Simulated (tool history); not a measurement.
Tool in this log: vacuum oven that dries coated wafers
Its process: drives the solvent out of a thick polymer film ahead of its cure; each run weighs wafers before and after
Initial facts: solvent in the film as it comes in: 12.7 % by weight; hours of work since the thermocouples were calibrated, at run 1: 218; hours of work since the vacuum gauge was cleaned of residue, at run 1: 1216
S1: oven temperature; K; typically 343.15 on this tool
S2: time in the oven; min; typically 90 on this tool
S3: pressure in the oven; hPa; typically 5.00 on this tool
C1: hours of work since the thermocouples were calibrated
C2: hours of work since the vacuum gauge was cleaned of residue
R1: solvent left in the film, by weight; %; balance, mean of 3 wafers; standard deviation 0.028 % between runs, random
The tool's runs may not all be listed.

run    hour      S1   S2    S3   C1    C2    R1
  1     0.0  343.15   90  5.00  218  1216  1.50
  2    96.0  343.15  154  5.00  264  1261  0.83
  3   202.7  343.15  154  5.00  314  1312  0.81
  4   306.1  343.15  154  5.00  362  1360  0.89
  5   402.4  343.15  154  5.20  408  1406  0.88
  6   464.7  343.15  154  5.20  437  1435  0.85
  7   519.6  345.15  131  5.00  463  1461  0.82
      570.6  -- vacuum gauge cleaned of residue and calibrated
  8   639.5  339.15  157  4.78  519    32  0.67
  9   708.9  339.15  157  4.78  551    65  0.69
 10   820.9  339.15  157  2.79  604   118  0.55
 11   915.7  351.15   90  5.00  648   162  0.45
 12  1037.7  330.15   88  4.80  706   220  3.52

Below are 5 alternative next runs, each starting from the tool's condition after run 12. Predict each:
  A  1158.1  351.15  90   3.57  763  276   ?
  B  1158.1  344.15  88  11.43  763  276   ?
  C  1158.1  336.15  90  17.20  763  276   ?
  D  1158.1  330.15  53   4.80  763  276   ?
  E  1158.1  337.15  82   8.49  763  276   ?

run    R1
  A  0.42
  B  1.49
  C  3.22
  D  5.34
  E  2.54
Without the tool's unlogged condition, the same runs would have read:
run    R1
  A  0.42
  B  1.57
  C  3.37
  D  5.51
  E  2.67

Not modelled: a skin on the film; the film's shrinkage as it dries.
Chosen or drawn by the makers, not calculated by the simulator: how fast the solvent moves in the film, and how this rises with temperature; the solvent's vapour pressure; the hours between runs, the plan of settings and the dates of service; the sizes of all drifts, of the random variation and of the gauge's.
